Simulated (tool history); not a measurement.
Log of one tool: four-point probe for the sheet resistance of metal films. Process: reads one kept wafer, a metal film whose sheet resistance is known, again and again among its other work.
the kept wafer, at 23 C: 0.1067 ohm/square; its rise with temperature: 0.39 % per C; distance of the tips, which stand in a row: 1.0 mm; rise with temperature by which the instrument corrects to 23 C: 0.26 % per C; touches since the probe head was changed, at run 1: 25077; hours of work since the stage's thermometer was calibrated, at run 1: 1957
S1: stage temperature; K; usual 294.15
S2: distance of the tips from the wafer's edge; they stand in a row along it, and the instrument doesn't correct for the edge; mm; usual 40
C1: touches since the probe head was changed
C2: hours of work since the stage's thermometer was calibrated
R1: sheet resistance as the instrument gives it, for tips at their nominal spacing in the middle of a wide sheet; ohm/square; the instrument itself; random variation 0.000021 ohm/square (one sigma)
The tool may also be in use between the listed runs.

run 1 hour=0.0 | S1=294.15 S2=40 | C1=25077 C2=1957 | R1=0.105999
run 2 hour=22.9 | S1=294.15 S2=40 | C1=25555 C2=1974 | R1=0.105996
run 3 hour=66.4 | S1=294.15 S2=40 | C1=26465 C2=2004 | R1=0.105965
run 4 hour=90.8 | S1=294.15 S2=40 | C1=26976 C2=2021 | R1=0.105913
run 5 hour=119.5 | S1=294.15 S2=40 | C1=27577 C2=2041 | R1=0.105940
run 6 hour=160.6 | S1=294.15 S2=40 | C1=28437 C2=2070 | R1=0.105916
run 7 hour=207.6 | S1=294.15 S2=40 | C1=29421 C2=2103 | R1=0.105908
run 8 hour=232.8 | S1=305.15 S2=40 | C1=29947 C2=2121 | R1=0.107319
run 9 hour=254.3 | S1=305.15 S2=40 | C1=30398 C2=2136 | R1=0.107303
run 10 hour=275.7 | S1=300.15 S2=40 | C1=30846 C2=2151 | R1=0.106670
run 11 hour=324.0 | S1=300.15 S2=13 | C1=31857 C2=2185 | R1=0.106936
run 12 hour=363.2 | S1=300.15 S2=13 | C1=32676 C2=2213 | R1=0.106945
run 13 hour=402.8 | S1=300.15 S2=13 | C1=33505 C2=2241 | R1=0.106949
run 14 hour=448.2 | S1=294.15 S2=5 | C1=34455 C2=2272 | R1=0.107997
run 15 hour=472.4 | S1=294.15 S2=4 | C1=34961 C2=2289 | R1=0.109213
run 16 hour=512.1 | S1=294.15 S2=4 | C1=35794 C2=2317 | R1=0.109174
run 17 hour=557.9 | S1=294.15 S2=4 | C1=36752 C2=2350 | R1=0.109178
run 18 hour=581.2 | S1=294.15 S2=4 | C1=37240 C2=2366 | R1=0.109187
run 19 hour=612.1 | S1=294.15 S2=40 | C1=37885 C2=2388 | R1=0.105716
run 20 hour=659.2 | S1=294.15 S2=40 | C1=38870 C2=2421 | R1=0.105754
run 21 hour=681.8 | S1=294.15 S2=40 | C1=39343 C2=2437 | R1=0.105735
run 22 hour=704.4 | S1=298.15 S2=40 | C1=39817 C2=2452 | R1=0.106222
run 23 hour=733.4 | S1=294.15 S2=20 | C1=40423 C2=2473 | R1=0.105839
run 24 hour=766.2 | S1=294.15 S2=20 | C1=41111 C2=2496 | R1=0.105740
run 25 hour=800.3 | S1=293.15 S2=16 | C1=41823 C2=2520 | R1=0.105755
run 26 hour=833.5 | S1=293.15 S2=16 | C1=42519 C2=2543 | R1=0.105740
run 27 hour=875.4 | S1=298.15 S2=5 | C1=43394 C2=2573 | R1=0.108407
run 28 hour=901.6 | S1=296.15 S2=43 | C1=43943 C2=2591 | R1=0.105910
run 29 hour=932.6 | S1=296.15 S2=43 | C1=44593 C2=2613 | R1=0.105918
run 30 hour=962.8 | S1=298.15 S2=18 | C1=45224 C2=2634 | R1=0.106278
run 31 hour=1004.4 | S1=297.15 S2=37 | C1=46095 C2=2663 | R1=0.106019
-- hour=1016.8 stage's thermometer calibrated
run 32 hour=1038.6 | S1=301.15 S2=40 | C1=46801 C2=15 | R1=0.106739
run 33 hour=1080.7 | S1=294.15 S2=4 | C1=47681 C2=45 | R1=0.109184
run 34 hour=1126.0 | S1=305.15 S2=18 | C1=48628 C2=77 | R1=0.107334
run 35 hour=1173.9 | S1=305.15 S2=70 | C1=49631 C2=110 | R1=0.107128
run 36 hour=1211.5 | S1=294.15 S2=11 | C1=50417 C2=137 | R1=0.106208
run 37 hour=1241.4 | S1=294.15 S2=11 | C1=51044 C2=158 | R1=0.106190
run 38 hour=1288.1 | S1=304.15 S2=15 | C1=52021 C2=191 | R1=0.107256
run 39 hour=1335.1 | S1=297.15 S2=44 | C1=53004 C2=224 | R1=0.106099
run 40 hour=1361.6 | S1=308.15 S2=33 | C1=53560 C2=242 | R1=0.107496
run 41 hour=1383.0 | S1=308.15 S2=33 | C1=54006 C2=257 | R1=0.107479
run 42 hour=1416.0 | S1=307.15 S2=69 | C1=54697 C2=281 | R1=0.107294
run 43 hour=1449.6 | S1=302.15 S2=4 | C1=55400 C2=304 | R1=0.110134
run 44 hour=1473.7 | S1=302.15 S2=3 | C1=55905 C2=321 | R1=0.112651

3 ways to go on from here, each from the tool as it stands after run 44. What would each give?
run A hour=1506.8 | S1=295.15 S2=3 | C1=56596 C2=344 | R1=?
run B hour=1506.8 | S1=302.15 S2=21 | C1=56596 C2=344 | R1=?
run C hour=1506.8 | S1=292.15 S2=5 | C1=56596 C2=344 | R1=?

run=A R1=0.111691
run=B R1=0.106765
run=C R1=0.107577
Without the tool's hidden state the same runs would have given:
run=A R1=0.112560
run=B R1=0.107598
run=C R1=0.108416
